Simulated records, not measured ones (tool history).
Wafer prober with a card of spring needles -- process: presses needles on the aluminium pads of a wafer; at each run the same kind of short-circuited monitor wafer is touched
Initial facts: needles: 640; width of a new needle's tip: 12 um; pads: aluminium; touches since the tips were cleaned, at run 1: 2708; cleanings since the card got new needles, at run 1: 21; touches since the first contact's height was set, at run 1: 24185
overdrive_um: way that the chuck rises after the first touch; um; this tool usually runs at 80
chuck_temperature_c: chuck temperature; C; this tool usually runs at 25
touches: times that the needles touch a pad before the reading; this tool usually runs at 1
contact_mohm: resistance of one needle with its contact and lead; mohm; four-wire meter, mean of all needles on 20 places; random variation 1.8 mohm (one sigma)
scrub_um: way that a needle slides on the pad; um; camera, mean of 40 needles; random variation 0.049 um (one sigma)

run   hour  overdrive_um  chuck_temperature_c  touches  touches since the tips were cleaned  cleanings since the card got new needles  touches since the first contact's height was set  contact_mohm  scrub_um
  1    0.0            80                   25        1                                 2708                                        21                                             24185           313     11.67
      11.0  -- tips cleaned on abrasive film
  2   11.8            80                   25        1                                  325                                        22                                             29143           433     11.60
      28.4  -- tips cleaned on abrasive film
  3   33.0            80                   25        1                                 1946                                        23                                             38046           308     11.51
      45.8  -- tips cleaned on abrasive film
  4   51.3            80                   25        1                                 2342                                        24                                             45766           315     11.60
      63.1  -- tips cleaned on abrasive film
  5   66.0            80                   25        1                                 1238                                        25                                             51934           269     11.48
      81.2  -- tips cleaned on abrasive film
  6   86.6            80                   25        1                                 2282                                        26                                             60631           331     11.50
      88.0  -- tips cleaned on abrasive film, once more
     106.3  -- tips cleaned on abrasive film
  7  108.6            80                   25        2                                  968                                        28                                             69838           236     11.41
     123.7  -- tips cleaned on abrasive film
  8  123.7            80                   25        2                                    0                                        29                                             76197           194     11.44
  9  139.1            80                   25        2                                 6527                                        29                                             82724           302     11.52
     141.2  -- tips cleaned on abrasive film
 10  148.2            80                   77        1                                 2960                                        30                                             86518           335     11.42
     159.9  -- tips cleaned on abrasive film
 11  167.8            80                   25        1                                 3360                                        31                                             94779           349     11.47
     178.0  -- tips cleaned on abrasive film
 12  187.3            80                   39        1                                 3914                                        32                                            102960           356     11.51
     195.9  -- tips cleaned on abrasive film
 13  205.0            80                   25        1                                 3818                                        33                                            110400           352     11.49
     214.2  -- tips cleaned on abrasive film
 14  226.1            80                   25        1                                 5028                                        34                                            119293           374     11.52
     231.9  -- tips cleaned on abrasive film
 15  240.2            80                   25        1                                 3530                                        35                                            125229           360     11.43
     249.2  -- tips cleaned on abrasive film
 16  252.5            80                   25        1                                 1406                                        36                                            130395           307     11.33
     266.7  -- tips cleaned on abrasive film
 17  274.3            80                   25        1                                 3223                                        37                                            139587           358     11.34
     284.6  -- tips cleaned on abrasive film
 18  286.7            80                   46        2                                  884                                        38                                            144769           244     11.29
 19  298.7            80                   46        2                                 5971                                        38                                            149856           310     11.35
     301.7  -- tips cleaned on abrasive film
 20  317.2            80                   46        2                                 6579                                        39                                            157642           312     11.24
     320.0  -- tips cleaned on abrasive film
     327.2  -- height of the first contact set anew
     338.3  -- tips cleaned on abrasive film
 21  338.7            80                  122        1                                  163                                        41                                              4810           234     11.56
 22  350.4            80                  122        1                                 5124                                        41                                              9771           369     11.69
     356.6  -- tips cleaned on abrasive film
 23  364.0            80                  122        1                                 3118                                        42                                             15462           349     11.61
     374.5  -- tips cleaned on abrasive film
 24  380.3            92                   86        1                                 2443                                        43                                             22315           292     13.38
     393.1  -- tips cleaned on abrasive film
 25  394.4            92                   86        1                                  576                                        44                                             28273           241     13.41
     411.3  -- tips cleaned on abrasive film
 26  413.5            92                   86        1                                  925                                        45                                             36303           261     13.37
     428.6  -- tips cleaned on abrasive film
 27  432.8            74                   63        1                                 1789                                        46                                             44413           336     10.61
 28  443.6            74                   63        1                                 6374                                        46                                             48998           409     10.67
     447.0  -- tips cleaned on abrasive film
 29  463.0            80                   87        1                                 6773                                        47                                             57175           388     11.42
     464.7  -- tips cleaned on abrasive film
 30  479.1            80                   87        1                                 6078                                        48                                             63921           389     11.52
     482.6  -- tips cleaned on abrasive film
     499.9  -- tips cleaned on abrasive film
 31  499.9            90                   83        1                                    0                                        50                                             72625           215     12.90
     517.0  -- tips cleaned on abrasive film
 32  518.6            90                   83        1                                  688                                        51                                             80504           251     12.91
 33  530.1            90                   83        1                                 5567                                        51                                             85383           356     13.00

Measured less the same run without the tool's hidden state. The same run-to-run variation is in both; the gauge's scatter may not be:
Hidden conditions of the tool in this case: debris on the tips, nm; way that the needles fall short of the set height, um; tips' diameter, um; drift of the gauge itself on contact_mohm, %; drift of the gauge itself on scrub_um, %.
run  contact_mohm  scrub_um
  1          +127     -0.05
  2          +250     -0.08
  3          +120     -0.10
  4          +127     -0.11
  5           +83     -0.13
  6          +142     -0.14
  7           +51     -0.18
  8            +9     -0.19
  9          +115     -0.19
 10          +140     -0.21
 11          +165     -0.22
 12          +169     -0.24
 13          +168     -0.26
 14          +187     -0.27
 15          +173     -0.29
 16          +118     -0.31
 17          +173     -0.34
 18           +53     -0.35
 19          +118     -0.35
 20          +121     -0.37
 21           +28     -0.02
 22          +162     -0.02
 23          +139     -0.03
 24           +98     -0.05
 25           +48     -0.07
 26           +65     -0.09
 27          +141     -0.10
 28          +218     -0.10
 29          +188     -0.12
 30          +188     -0.14
 31           +20     -0.18
 32           +53     -0.20
 33          +156     -0.19
